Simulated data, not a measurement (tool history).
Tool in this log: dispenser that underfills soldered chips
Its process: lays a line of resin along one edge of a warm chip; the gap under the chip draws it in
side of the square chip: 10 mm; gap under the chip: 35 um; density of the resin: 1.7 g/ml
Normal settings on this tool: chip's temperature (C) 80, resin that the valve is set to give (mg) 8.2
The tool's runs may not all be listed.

run   hour  chip's temperature (C)  resin that the valve is set to give (mg)  time until the resin shows at the far edge (s)  resin that the valve gave (mg)
  1      0                      80                                       8.2                                           185.5                            7.96
  2    3.5                      80                                       8.2                                           214.7                            7.97
  3    7.8                      80                                       8.2                                           261.2                            7.87
       9.8  -- new syringe of resin
  4   14.8                      80                                       8.2                                           207.4                            7.92
      20.5  -- dispensing valve cleaned and set on the balance
  5   21.6                      80                                       8.2                                           269.1                            8.23
      22.9  -- new syringe of resin
  6   27.9                      80                                       8.2                                           213.4                            8.23
  7   30.9                      70                                       8.2                                           339.3                            8.16
      34.9  -- new syringe of resin
  8   37.2                      70                                       8.2                                           262.1                            8.18
  9   42.8                      80                                      7.54                                           247.1                            7.39
      47.2  -- new syringe of resin
 10   48.6                      80                                      7.54                                           181.9                             7.5
 11   53.3                      80                                      7.54                                           224.4                            7.39
 12   58.6                      80                                      7.54                                           289.4                             7.4
      59.2  -- new syringe of resin
 13   62.6                      80                                       8.2                                           195.8                            8.09
 14   67.8                      71                                       8.3                                           329.5                            8.09
      71.2  -- new syringe of resin
 15   74.3                      93                                      8.76                                           128.4                            8.57
 16   78.2                      70                                      7.36                                           341.5                            7.18
      83.4  -- new syringe of resin
 17   83.8                      70                                      7.36                                           251.5                            7.23
 18   87.4                      94                                     10.26                                           125.2                            9.99
 19   91.2                      70                                     10.66                                           324.7                           10.32
      95.5  -- new syringe of resin
      97.5  -- dispensing valve cleaned and set on the balance
 20   97.7                      82                                      7.76                                           168.3                             7.8
 21  102.7                      82                                      7.76                                           211.3                            7.78
     108.5  -- new syringe of resin
 22  109.2                      77                                      9.61                                           187.8                            9.58
 23  115.7                      74                                      9.54                                           276.2                            9.47
 24    120                      72                                      7.12                                             392                            7.08
     120.7  -- new syringe of resin
 25  123.9                      73                                      8.45                                             243                             8.4

A few steps of time until the resin shows at the far edge (s) between consecutive runs. Split each: what settings, incoming material and random variation would produce without the hidden state, and what is left over for the hidden state, along with gauge scatter present in only one of the two compared results (measured, and without hidden state):
The hidden state here: resin's viscosity, % of fresh resin's; dose that the valve gives, % of what is set; true chip temperature over the reading, C; drift of the gauge itself on fill_s, %; drift of the gauge itself on given_mg, %.
Run 12 -> 13: resin that the valve is set to give (mg) 7.54 -> 8.2, new syringe of resin. time until the resin shows at the far edge (s) -93.6: hidden state -88.8, all else -4.8.
Run 14 -> 15: chip's temperature (C) 71 -> 93, resin that the valve is set to give (mg) 8.3 -> 8.76, new syringe of resin. time until the resin shows at the far edge (s) -201.1: hidden state -87.3, all else -113.8.
Run 15 -> 16: chip's temperature (C) 93 -> 70, resin that the valve is set to give (mg) 8.76 -> 7.36. time until the resin shows at the far edge (s) +213.1: hidden state +80.4, all else +132.7.
Run 24 -> 25: chip's temperature (C) 72 -> 73, resin that the valve is set to give (mg) 7.12 -> 8.45, new syringe of resin. time until the resin shows at the far edge (s) -149: hidden state -128, all else -21.
